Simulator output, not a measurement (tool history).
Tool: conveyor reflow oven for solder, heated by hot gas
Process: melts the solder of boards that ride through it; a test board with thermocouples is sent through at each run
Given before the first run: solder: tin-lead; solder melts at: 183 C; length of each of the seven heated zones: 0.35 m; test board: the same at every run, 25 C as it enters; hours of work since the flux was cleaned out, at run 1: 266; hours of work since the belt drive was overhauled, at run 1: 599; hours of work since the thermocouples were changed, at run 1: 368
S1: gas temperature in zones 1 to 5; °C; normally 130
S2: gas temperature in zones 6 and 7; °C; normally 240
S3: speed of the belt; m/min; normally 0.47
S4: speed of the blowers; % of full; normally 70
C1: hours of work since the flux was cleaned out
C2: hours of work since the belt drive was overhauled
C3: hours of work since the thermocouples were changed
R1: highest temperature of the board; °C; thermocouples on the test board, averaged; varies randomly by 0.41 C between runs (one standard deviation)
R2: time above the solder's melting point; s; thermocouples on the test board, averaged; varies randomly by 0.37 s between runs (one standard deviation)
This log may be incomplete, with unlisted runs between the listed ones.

run    hour   S1   S2     S3  S4   C1   C2   C3     R1    R2
  1       0  130  240   0.47  70  266  599  368  221.7  68.3
  2    65.9  130  240   0.47  70  308  641  409  222.3  68.4
  3   133.2  130  240   0.47  70  351  683  452  222.3  68.5
  4   193.1  130  240   0.47  77  389  721  490  223.4  68.7
      225.8  -- flux residue cleaned out of gas plates and filters
  5   246.7  130  240   0.47  77   13  752  521  223.9  68.6
      288.6  -- thermocouples of zones 6 and 7 changed
  6   298.8  130  240   0.47  77   45  784    7  223.9  70.1
  7   352.3  142  240   0.47  77   79  818   40  225.5  75.5
  8   430.9  130  240   0.47  70  129  868   90  222.3  68.2
      483.7  -- belt drive overhauled, speed set with a stopwatch
  9   499.5  137  240   0.47  70  170   10  131  223.4  72.1
 10   576.5  137  240   0.47  70  219   59  180  223.2  71.3
 11     660  137  251   0.47  70  272  112  233  233.8  77.5
 12   743.7  129  240   0.47  70  325  165  286  222.1    67
 13     838  130  240   0.47  80  385  225  346  223.6  69.5
      876.5  -- flux residue cleaned out of gas plates and filters
 14   912.6  130  240   0.47  70   23  269  390  222.3  68.2
 15  1000.3  130  240   0.47  70   79  325  446  222.4  67.8
 16  1048.1  138  229   0.47  70  109  355  476  214.3  63.6
 17  1112.8  138  229   0.47  70  150  396  517  214.1    64
     1160.2  -- thermocouples of zones 6 and 7 changed
 18  1178.2  125  240   0.47  85  190  436   11  224.1  68.7
 19  1244.9  130  240  0.481  70  233  479   54  221.4  65.7
 20  1291.2  135  237  0.481  70  262  508   83  220.4  66.6
 21  1374.6  122  240   0.47  70  315  561  136  221.1  64.7
 22  1448.6  118  240   0.47  53  362  608  183  216.7  57.6
     1526.4  -- flux residue cleaned out of gas plates and filters
 23  1528.5  118  240   0.47  53    1  655  231  217.1  57.3
 24  1580.5  124  247  0.529  87   34  689  264    226  60.9
 25  1660.9  130  240  0.435  77   85  740  315    226  77.4
 26  1732.7  130  230  0.516  79  131  785  360  212.3  52.6
 27  1795.9  130  240  0.468  72  171  825  400  222.8  69.2
 28  1894.1  130  240  0.468  72  233  888  463  223.2  69.1
     1913.9  -- belt drive overhauled, speed set with a stopwatch
 29  1981.3  130  240  0.424  70  286   43  515  225.7  79.7

Forecast each of these 3 alternatives for the next run:
     2029.9  -- thermocouples of zones 6 and 7 changed
  A  2072.3  130  250  0.469  65  343  99  27   ?   ?
     2029.9  -- thermocouples of zones 6 and 7 changed
  B  2072.3  130  235  0.424  72  343  99  27   ?   ?
     2029.9  -- thermocouples of zones 6 and 7 changed
  C  2072.3  141  240   0.53  58  343  99  27   ?   ?

run     R1    R2
  A  229.9  73.4
  B  221.3  75.6
  C  217.5  59.9
What these runs would have given with no unlogged condition in the tool:
run     R1    R2
  A  230.1  73.6
  B  221.5  75.8
  C  217.7  60.1
